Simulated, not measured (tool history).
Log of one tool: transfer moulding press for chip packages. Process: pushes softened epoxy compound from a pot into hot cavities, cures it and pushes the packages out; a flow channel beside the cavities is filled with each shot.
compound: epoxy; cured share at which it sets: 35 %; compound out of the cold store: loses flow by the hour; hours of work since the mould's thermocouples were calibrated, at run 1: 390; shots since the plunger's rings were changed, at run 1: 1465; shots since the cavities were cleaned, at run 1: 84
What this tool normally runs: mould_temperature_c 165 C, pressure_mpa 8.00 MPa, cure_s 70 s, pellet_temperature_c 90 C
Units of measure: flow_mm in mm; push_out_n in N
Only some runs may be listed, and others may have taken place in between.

run   hour  mould_temperature_c  pressure_mpa  cure_s  pellet_temperature_c  hours of work since the mould's thermocouples were calibrated  shots since the plunger's rings were changed  shots since the cavities were cleaned  incoming compound's hours out of the cold store  flow_mm  push_out_n
  1    0.0                  165          8.00      70                    90                                                            390                                          1465                                     84                                             39.3      785         451
      28.9  -- cavities cleaned with cleaning compound and waxed
  2   44.9                  165          8.00      70                    90                                                            419                                          2071                                    223                                             25.6      810         487
      66.1  -- cavities cleaned with cleaning compound and waxed
  3   74.8                  165          8.00      71                    90                                                            437                                          2468                                    121                                             17.5      824         454
     103.4  -- cavities cleaned with cleaning compound and waxed
  4  118.2                  162          8.00      71                    90                                                            465                                          3053                                    208                                             46.3      794         538
     137.9  -- cavities cleaned with cleaning compound and waxed
     157.9  -- plunger's sealing rings changed
  5  159.1                  162          8.00      71                    90                                                            489                                            17                                    262                                             14.8      843         587
     177.7  -- cavities cleaned with cleaning compound and waxed
  6  194.0                  165          6.43      70                    90                                                            511                                           482                                    227                                             19.2      735         469
     214.8  -- cavities cleaned with cleaning compound and waxed
  7  224.2                  165          8.00      70                    90                                                            530                                           883                                    131                                             41.3      787         448
  8  247.3                  172          8.00      70                    90                                                            546                                          1206                                    454                                             29.7      778         281
     250.9  -- cavities cleaned with cleaning compound and waxed
     287.3  -- cavities cleaned with cleaning compound and waxed
  9  288.9                  165          8.00      63                    90                                                            571                                          1745                                     22                                             19.0      828         646
 10  310.0                  165          8.00      63                    90                                                            585                                          2040                                    317                                             16.1      826         622
     322.4  -- cavities cleaned with cleaning compound and waxed
 11  331.6                  165          8.00      70                    90                                                            598                                          2320                                    129                                             16.3      831         463
     357.7  -- cavities cleaned with cleaning compound and waxed
 12  363.1                  165          6.68      70                    90                                                            618                                          2739                                     75                                             42.0      720         435
 13  389.4                  165          6.68      70                    90                                                            635                                          3106                                    442                                             16.2      761         468
     393.8  -- cavities cleaned with cleaning compound and waxed
     424.6  -- plunger's sealing rings changed
     432.1  -- cavities cleaned with cleaning compound and waxed
 14  435.5                  165          8.00      57                    90                                                            662                                           131                                     47                                              8.4      836         872
 15  458.7                  166          6.60      62                    90                                                            678                                           456                                    372                                             12.7      750         635
     468.8  -- cavities cleaned with cleaning compound and waxed
     504.1  -- cavities cleaned with cleaning compound and waxed
 16  506.1                  163          6.58      58                    92                                                            707                                          1075                                     28                                             19.8      752         889
 17  532.3                  171          8.00      72                    87                                                            724                                          1441                                    394                                             11.9      816         281
     541.0  -- cavities cleaned with cleaning compound and waxed
 18  556.4                  166          8.00      59                    85                                                            739                                          1757                                    216                                             32.9      796         708
     576.3  -- cavities cleaned with cleaning compound and waxed
 19  583.2                  166          8.00      59                    85                                                            756                                          2110                                     97                                             38.6      778         709
     612.4  -- cavities cleaned with cleaning compound and waxed
 20  612.6                  168          9.58      59                    85                                                            774                                          2500                                      4                                             31.1      862         612
 21  645.0                  168          9.58      59                    85                                                            796                                          2952                                    456                                             43.4      842         623
     649.6  -- cavities cleaned with cleaning compound and waxed
 22  672.2                  161          7.00      82                    90                                                            813                                          3311                                    317                                             19.1      790         432
     684.6  -- cavities cleaned with cleaning compound and waxed
     694.2  -- plunger's sealing rings changed
 23  707.7                  161          7.00      82                    90                                                            833                                           189                                    287                                             43.4      750         396
     721.7  -- cavities cleaned with cleaning compound and waxed
 24  732.1                  161          7.00      82                    90                                                            848                                           509                                    145                                             26.6      777         427
     756.4  -- cavities cleaned with cleaning compound and waxed
     765.7  -- mould's thermocouples calibrated
 25  775.4                  160          8.38      76                    90                                                              6                                          1064                                    237                                             19.3      874         565

What if the next run were any one of these 4? Each begins from the tool's condition after run 25:
     796.1  -- cavities cleaned with cleaning compound and waxed
  A  818.7                  168          8.00     102                    86                                                             34                                          1648                                    315                                             16.3        ?           ?
     796.1  -- cavities cleaned with cleaning compound and waxed
  B  818.7                  165          7.59      70                    90                                                             34                                          1648                                    315                                             43.1        ?           ?
     796.1  -- cavities cleaned with cleaning compound and waxed
  C  818.7                  165          8.25      53                    90                                                             34                                          1648                                    315                                             32.7        ?           ?
     796.1  -- cavities cleaned with cleaning compound and waxed
  D  818.7                  160          8.38      64                    90                                                             34                                          1648                                    315                                              9.8        ?           ?

run  flow_mm  push_out_n
  A      819         238
  B      763         465
  C      814         926
  D      888         875
Had the tool no hidden state, the same runs would have come out as:
run  flow_mm  push_out_n
  A      819         237
  B      763         462
  C      814         921
  D      888         870
